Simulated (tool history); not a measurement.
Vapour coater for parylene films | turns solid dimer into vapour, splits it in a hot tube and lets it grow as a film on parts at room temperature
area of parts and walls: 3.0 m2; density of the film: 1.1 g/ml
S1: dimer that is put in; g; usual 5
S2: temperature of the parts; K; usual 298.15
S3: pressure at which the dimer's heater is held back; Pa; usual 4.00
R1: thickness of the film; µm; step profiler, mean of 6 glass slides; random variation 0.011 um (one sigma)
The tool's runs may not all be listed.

run,hour,S1,S2,S3,R1
1,0.0,5,298.15,4.00,1.19
2,80.0,5,298.15,3.06,1.28
3,147.5,5,298.15,3.06,1.26
4,204.7,5,292.15,4.00,1.44
5,277.3,5,296.15,4.00,1.26
6,332.8,5,296.15,4.00,1.25
7,404.1,5,298.15,8.83,1.03
8,469.7,5,298.15,4.09,1.17
9,545.8,5,298.15,4.09,1.17
10,597.3,5,298.15,4.09,1.14
11,649.2,5,298.15,4.09,1.17
12,708.1,5,298.15,4.09,1.14
13,746.1,5,298.15,4.09,1.12
14,819.4,5,298.15,4.09,1.16
15,898.9,5,298.15,4.09,1.12
# hour 925.6: trap's valve overhauled
16,980.9,5,298.15,4.09,1.08
17,1054.1,5,298.15,4.00,1.06
18,1111.2,5,298.15,4.00,1.07
19,1161.5,5,298.15,4.39,1.04
20,1207.8,5,298.15,4.39,1.04
21,1268.1,5,298.15,4.39,1.05
# hour 1324.2: trap's valve overhauled, once more
22,1324.2,5,298.15,4.39,1.22
# hour 1330.3: table's thermometer calibrated
23,1362.7,5,298.15,4.39,1.16
24,1396.7,5,298.15,4.39,1.17
25,1438.7,5,298.15,4.39,1.19
26,1485.2,7,298.15,9.43,1.45
27,1554.8,7,294.15,8.83,1.61
28,1619.3,6,306.15,4.00,1.11
29,1680.0,4,306.15,8.19,0.65
30,1714.5,9,298.15,3.30,2.15
31,1789.1,3,308.15,2.77,0.55
32,1827.0,7,294.15,2.77,1.89
33,1870.2,7,294.15,2.77,1.90
34,1917.7,8,304.15,3.84,1.54
35,1966.0,8,304.15,3.84,1.52
36,2008.7,4,298.15,4.00,0.88
37,2063.1,2,305.15,6.26,0.32
38,2099.8,6,305.15,8.99,0.97
39,2152.8,2,291.15,4.48,0.54
40,2195.1,2,291.15,4.48,0.51
41,2248.8,2,291.15,4.48,0.54
# hour 2266.3: trap's valve overhauled
42,2330.3,4,291.15,9.32,1.02
43,2398.7,4,291.15,9.32,1.04
44,2442.2,4,291.15,9.32,1.01
45,2515.7,5,291.15,11.50,1.20
46,2559.1,5,291.15,11.50,1.22
47,2595.9,5,297.15,7.99,1.08

3 ways to go on from here, each from the tool as it stands after run 47. What would each give?
A,2675.9,5,304.15,10.12,?
B,2675.9,2,302.15,11.91,?
C,2675.9,5,304.15,8.59,?

run,R1
A,0.83
B,0.35
C,0.89
Without the tool's hidden state the same runs would have given:
run,R1
A,0.85
B,0.36
C,0.92

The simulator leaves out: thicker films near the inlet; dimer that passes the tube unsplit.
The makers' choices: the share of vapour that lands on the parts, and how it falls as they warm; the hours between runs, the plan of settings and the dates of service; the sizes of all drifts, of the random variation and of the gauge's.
